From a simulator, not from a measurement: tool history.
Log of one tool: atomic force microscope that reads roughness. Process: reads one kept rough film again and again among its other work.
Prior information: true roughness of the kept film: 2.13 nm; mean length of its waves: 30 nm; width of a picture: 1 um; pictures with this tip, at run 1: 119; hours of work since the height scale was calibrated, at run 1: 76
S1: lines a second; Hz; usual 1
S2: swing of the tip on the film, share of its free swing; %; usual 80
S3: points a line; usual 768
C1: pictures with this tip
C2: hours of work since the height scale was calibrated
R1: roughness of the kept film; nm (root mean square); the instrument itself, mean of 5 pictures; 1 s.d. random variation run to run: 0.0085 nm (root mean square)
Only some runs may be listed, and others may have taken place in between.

run     day    S1  S2    S3   C1   C2     R1
  1       0     1  80   768  119   76  1.869
  2   1.025  1.36  80   768  144   86  1.852
  3   2.204  1.36  80   768  172   99  1.847
  4   2.971     1  80   768  190  106  1.865
  5    4.05  0.55  80   768  216  118  1.914
      4.375  -- new tip fitted
  6   4.967     1  80   768   14  127  1.894
  7   5.858   2.8  80   768   35  136  1.715
  8   6.988     1  80   768   62  148  1.888
  9   8.283     1  74   659   93  161  1.913
 10   9.121     1  74   659  112  169  1.915
 11  10.142  2.24  87  1017  137  180  1.699
 12  10.825  3.21  80   369  153  187  1.663
 13  12.138     1  63   768  184  201  1.938
 14  13.029     1  63   768  205  210  1.943
     13.704  -- new tip fitted
 15  14.038  0.67  80   308    8  220  1.904
 16   15.45  0.67  80   308   41  234  1.906

4 options for the next run, each taken on its own from the tool as it stands now. Forecast them:
  A  16.233  2.05  77  337  60  242   ?
  B  16.233  0.88  85  308  60  242   ?
  C  16.233   1.9  67  905  60  242   ?
  D  16.233     1  77  632  60  242   ?

run     R1
  A  1.798
  B  1.848
  C  1.907
  D  1.907
With the hidden condition removed and each run's random variation left untouched, the same runs would have given:
run     R1
  A    1.8
  B  1.851
  C   1.91
  D   1.91
